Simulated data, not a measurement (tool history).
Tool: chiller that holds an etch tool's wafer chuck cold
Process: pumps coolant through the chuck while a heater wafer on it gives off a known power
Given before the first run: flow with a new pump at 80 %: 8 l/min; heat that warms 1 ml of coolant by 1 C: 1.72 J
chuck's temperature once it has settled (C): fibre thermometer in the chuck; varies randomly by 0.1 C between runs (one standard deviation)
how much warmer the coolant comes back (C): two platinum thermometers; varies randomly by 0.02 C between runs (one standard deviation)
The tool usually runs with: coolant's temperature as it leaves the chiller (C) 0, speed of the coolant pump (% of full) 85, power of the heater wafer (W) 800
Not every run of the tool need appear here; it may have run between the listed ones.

| run | day | coolant's temperature as it leaves the chiller (C) | speed of the coolant pump (% of full) | power of the heater wafer (W) | chuck's temperature once it has settled (C) | how much warmer the coolant comes back (C) |
|---|---|---|---|---|---|---|
| 1 | 0.000 | 0 | 85 | 800 | 8.5 | 3.31 |
| 2 | 3.112 | 0 | 85 | 800 | 8.4 | 3.31 |
| 3 | 6.262 | 0 | 85 | 800 | 8.4 | 3.31 |
| 4 | 8.608 | 3 | 85 | 800 | 11.3 | 3.30 |
| 5 | 10.883 | 3 | 85 | 800 | 11.4 | 3.33 |
| 6 | 13.088 | 3 | 85 | 800 | 11.4 | 3.35 |
| 7 | 16.117 | 3 | 85 | 800 | 11.4 | 3.31 |
| 8 | 18.154 | 3 | 85 | 800 | 11.4 | 3.30 |
| 9 | 21.904 | 3 | 85 | 800 | 11.3 | 3.34 |
| 10 | 23.729 | 3 | 85 | 800 | 11.5 | 3.34 |
| 11 | 26.942 | 0 | 85 | 800 | 8.3 | 3.31 |
| 12 | 30.342 | 0 | 85 | 800 | 8.4 | 3.34 |
| 13 | 33.558 | 0 | 85 | 800 | 8.4 | 3.31 |
| 14 | 36.012 | 0 | 85 | 800 | 8.5 | 3.31 |
| 15 | 39.354 | 0 | 87 | 800 | 8.5 | 3.24 |
| 16 | 43.196 | 0 | 87 | 800 | 8.3 | 3.28 |
| 17 | 47.267 | 9 | 91 | 629 | 15.3 | 2.45 |
|  | 47.633 | chiller's thermometer calibrated |
| 18 | 51.117 | 9 | 91 | 629 | 15.0 | 2.47 |
| 19 | 54.375 | 9 | 91 | 629 | 15.1 | 2.46 |
| 20 | 57.762 | 9 | 91 | 629 | 15.1 | 2.45 |
|  | 59.479 | chiller's thermometer calibrated, once more |
| 21 | 60.075 | 0 | 85 | 409 | 4.6 | 1.70 |
| 22 | 62.988 | 5 | 99 | 800 | 13.2 | 2.88 |
| 23 | 66.108 | 5 | 99 | 800 | 13.1 | 2.90 |
| 24 | 68.604 | 0 | 70 | 523 | 6.8 | 2.64 |
| 25 | 72.271 | 0 | 70 | 523 | 6.8 | 2.68 |
| 26 | 74.300 | 0 | 72 | 423 | 5.5 | 2.09 |
| 27 | 77.200 | 9 | 67 | 779 | 19.4 | 4.13 |
| 28 | 79.871 | 0 | 70 | 800 | 10.4 | 4.05 |
| 29 | 82.242 | 6 | 70 | 686 | 14.9 | 3.53 |
| 30 | 86.171 | 6 | 70 | 686 | 14.8 | 3.50 |
| 31 | 90.058 | 2 | 85 | 900 | 12.4 | 3.77 |

Consider 3 possible next runs. They are alternatives, not a sequence: every one starts from the tool as it was left by run 31. What does each give?
| A | 92.354 | -8 | 81 | 668 | ? | ? |
| B | 92.354 | 1 | 61 | 790 | ? | ? |
| C | 92.354 | 7 | 76 | 1132 | ? | ? |

| run | chuck's temperature once it has settled (C) | how much warmer the coolant comes back (C) |
|---|---|---|
| A | -0.1 | 2.96 |
| B | 12.2 | 4.62 |
| C | 20.7 | 5.36 |
With no hidden state in the tool, these same runs would have given:
| run | chuck's temperature once it has settled (C) | how much warmer the coolant comes back (C) |
|---|---|---|
| A | -0.8 | 2.89 |
| B | 11.4 | 4.51 |
| C | 19.7 | 5.24 |
